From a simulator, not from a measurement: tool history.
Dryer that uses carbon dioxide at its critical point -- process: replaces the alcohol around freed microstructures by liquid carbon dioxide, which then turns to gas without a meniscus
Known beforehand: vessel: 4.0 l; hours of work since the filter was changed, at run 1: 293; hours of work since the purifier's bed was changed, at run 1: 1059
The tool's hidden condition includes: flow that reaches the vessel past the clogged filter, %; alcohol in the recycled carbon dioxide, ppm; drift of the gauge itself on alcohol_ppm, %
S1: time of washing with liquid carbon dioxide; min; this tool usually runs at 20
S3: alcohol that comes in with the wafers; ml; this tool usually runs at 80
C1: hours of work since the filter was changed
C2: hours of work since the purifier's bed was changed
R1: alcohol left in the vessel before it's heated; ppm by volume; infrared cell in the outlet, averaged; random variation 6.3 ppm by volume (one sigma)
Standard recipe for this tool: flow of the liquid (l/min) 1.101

{"run": 1, "hour": 0.0, "S1": 20, "flow of the liquid (l/min)": 1.101, "S3": 80, "C1": 293, "C2": 1059, "R1": 433}
{"run": 2, "hour": 46.2, "S1": 20, "flow of the liquid (l/min)": 1.101, "S3": 80, "C1": 317, "C2": 1084, "R1": 461}
{"run": 3, "hour": 83.8, "S1": 20, "flow of the liquid (l/min)": 1.101, "S3": 80, "C1": 337, "C2": 1103, "R1": 459}
{"run": 4, "hour": 147.2, "S1": 20, "flow of the liquid (l/min)": 1.101, "S3": 80, "C1": 370, "C2": 1137, "R1": 490}
{"hour": 181.7, "done": "inlet filter changed"}
{"run": 5, "hour": 185.4, "S1": 20, "flow of the liquid (l/min)": 1.101, "S3": 80, "C1": 2, "C2": 1157, "R1": 304}
{"run": 6, "hour": 218.2, "S1": 20, "flow of the liquid (l/min)": 1.101, "S3": 80, "C1": 19, "C2": 1174, "R1": 310}
{"hour": 290.0, "done": "purifier's bed changed"}
{"run": 7, "hour": 290.0, "S1": 20, "flow of the liquid (l/min)": 1.101, "S3": 80, "C1": 56, "C2": 0, "R1": 281}
{"run": 8, "hour": 333.6, "S1": 20, "flow of the liquid (l/min)": 1.101, "S3": 80, "C1": 79, "C2": 23, "R1": 294}
{"run": 9, "hour": 398.2, "S1": 20, "flow of the liquid (l/min)": 1.101, "S3": 80, "C1": 113, "C2": 57, "R1": 297}
{"run": 10, "hour": 446.4, "S1": 23, "flow of the liquid (l/min)": 1.101, "S3": 80, "C1": 138, "C2": 83, "R1": 168}
{"run": 11, "hour": 484.4, "S1": 23, "flow of the liquid (l/min)": 1.101, "S3": 80, "C1": 159, "C2": 103, "R1": 180}
{"run": 12, "hour": 531.6, "S1": 23, "flow of the liquid (l/min)": 1.101, "S3": 80, "C1": 184, "C2": 128, "R1": 191}
{"run": 13, "hour": 577.1, "S1": 23, "flow of the liquid (l/min)": 1.101, "S3": 80, "C1": 208, "C2": 152, "R1": 202}
{"run": 14, "hour": 627.7, "S1": 23, "flow of the liquid (l/min)": 1.101, "S3": 80, "C1": 234, "C2": 179, "R1": 207}
{"run": 15, "hour": 679.8, "S1": 23, "flow of the liquid (l/min)": 1.101, "S3": 80, "C1": 262, "C2": 206, "R1": 210}
{"run": 16, "hour": 722.6, "S1": 23, "flow of the liquid (l/min)": 1.101, "S3": 80, "C1": 285, "C2": 229, "R1": 218}
{"run": 17, "hour": 761.5, "S1": 23, "flow of the liquid (l/min)": 1.101, "S3": 80, "C1": 305, "C2": 250, "R1": 238}
{"run": 18, "hour": 799.6, "S1": 23, "flow of the liquid (l/min)": 1.101, "S3": 80, "C1": 325, "C2": 270, "R1": 245}
{"run": 19, "hour": 841.7, "S1": 20, "flow of the liquid (l/min)": 1.101, "S3": 80, "C1": 348, "C2": 292, "R1": 445}
{"run": 20, "hour": 879.8, "S1": 12, "flow of the liquid (l/min)": 1.101, "S3": 80, "C1": 368, "C2": 312, "R1": 2008}
{"hour": 914.0, "done": "inlet filter changed"}
{"run": 21, "hour": 946.3, "S1": 17, "flow of the liquid (l/min)": 1.101, "S3": 80, "C1": 17, "C2": 347, "R1": 525}
{"run": 22, "hour": 1007.1, "S1": 22, "flow of the liquid (l/min)": 1.57, "S3": 27, "C1": 49, "C2": 379, "R1": 34}
{"run": 23, "hour": 1039.0, "S1": 19, "flow of the liquid (l/min)": 1.15, "S3": 39, "C1": 66, "C2": 396, "R1": 143}
{"run": 24, "hour": 1067.7, "S1": 28, "flow of the liquid (l/min)": 1.101, "S3": 38, "C1": 81, "C2": 411, "R1": 55}
{"run": 25, "hour": 1125.0, "S1": 28, "flow of the liquid (l/min)": 1.101, "S3": 38, "C1": 112, "C2": 441, "R1": 51}
{"run": 26, "hour": 1193.3, "S1": 14, "flow of the liquid (l/min)": 1.39, "S3": 21, "C1": 148, "C2": 478, "R1": 154}
{"run": 27, "hour": 1225.6, "S1": 14, "flow of the liquid (l/min)": 1.39, "S3": 21, "C1": 165, "C2": 495, "R1": 171}
{"run": 28, "hour": 1284.9, "S1": 24, "flow of the liquid (l/min)": 0.69, "S3": 37, "C1": 196, "C2": 526, "R1": 428}
{"run": 29, "hour": 1336.5, "S1": 20, "flow of the liquid (l/min)": 1.84, "S3": 32, "C1": 224, "C2": 553, "R1": 44}
{"run": 30, "hour": 1388.9, "S1": 20, "flow of the liquid (l/min)": 0.71, "S3": 42, "C1": 251, "C2": 581, "R1": 810}
{"run": 31, "hour": 1438.6, "S1": 30, "flow of the liquid (l/min)": 1.78, "S3": 70, "C1": 278, "C2": 607, "R1": 29}
{"run": 32, "hour": 1488.4, "S1": 23, "flow of the liquid (l/min)": 1.02, "S3": 81, "C1": 304, "C2": 634, "R1": 341}
{"run": 33, "hour": 1541.0, "S1": 15, "flow of the liquid (l/min)": 0.82, "S3": 105, "C1": 332, "C2": 662, "R1": 2994}
{"run": 34, "hour": 1608.9, "S1": 27, "flow of the liquid (l/min)": 0.89, "S3": 54, "C1": 368, "C2": 697, "R1": 239}
{"hour": 1643.3, "done": "inlet filter changed"}
{"run": 35, "hour": 1655.0, "S1": 18, "flow of the liquid (l/min)": 1.04, "S3": 29, "C1": 6, "C2": 721, "R1": 214}
{"run": 36, "hour": 1696.9, "S1": 16, "flow of the liquid (l/min)": 0.82, "S3": 26, "C1": 28, "C2": 744, "R1": 514}
{"run": 37, "hour": 1751.5, "S1": 16, "flow of the liquid (l/min)": 1.8, "S3": 48, "C1": 57, "C2": 772, "R1": 74}
{"run": 38, "hour": 1811.6, "S1": 16, "flow of the liquid (l/min)": 1.8, "S3": 48, "C1": 89, "C2": 804, "R1": 91}
{"run": 39, "hour": 1867.2, "S1": 16, "flow of the liquid (l/min)": 1.8, "S3": 48, "C1": 118, "C2": 834, "R1": 97}

Across each entry between runs, compare the hidden state at the last listed run before it with the hidden state at the first listed run after it:
Between runs 4 and 5: inlet filter changed (hour 181.7)
  flow that reaches the vessel past the clogged filter, %: 86.3 -> 99.7; alcohol in the recycled carbon dioxide, ppm: 46.2 -> 46.8
  measured minus no-state result, R1: +241 -> +45 ppm by volume
Between runs 6 and 7: purifier's bed changed (hour 290.0)
  flow that reaches the vessel past the clogged filter, %: 99.2 -> 97.9; alcohol in the recycled carbon dioxide, ppm: 47.3 -> 6.3
  measured minus no-state result, R1: +52 -> +25 ppm by volume
Between runs 20 and 21: inlet filter changed (hour 914.0)
  flow that reaches the vessel past the clogged filter, %: 86.6 -> 99; alcohol in the recycled carbon dioxide, ppm: 17.1 -> 18.3
  measured minus no-state result, R1: +601 -> +32 ppm by volume
Between runs 34 and 35: inlet filter changed (hour 1643.3)
  flow that reaches the vessel past the clogged filter, %: 86.1 -> 99.7; alcohol in the recycled carbon dioxide, ppm: 30.2 -> 31
  measured minus no-state result, R1: +129 -> +29 ppm by volume
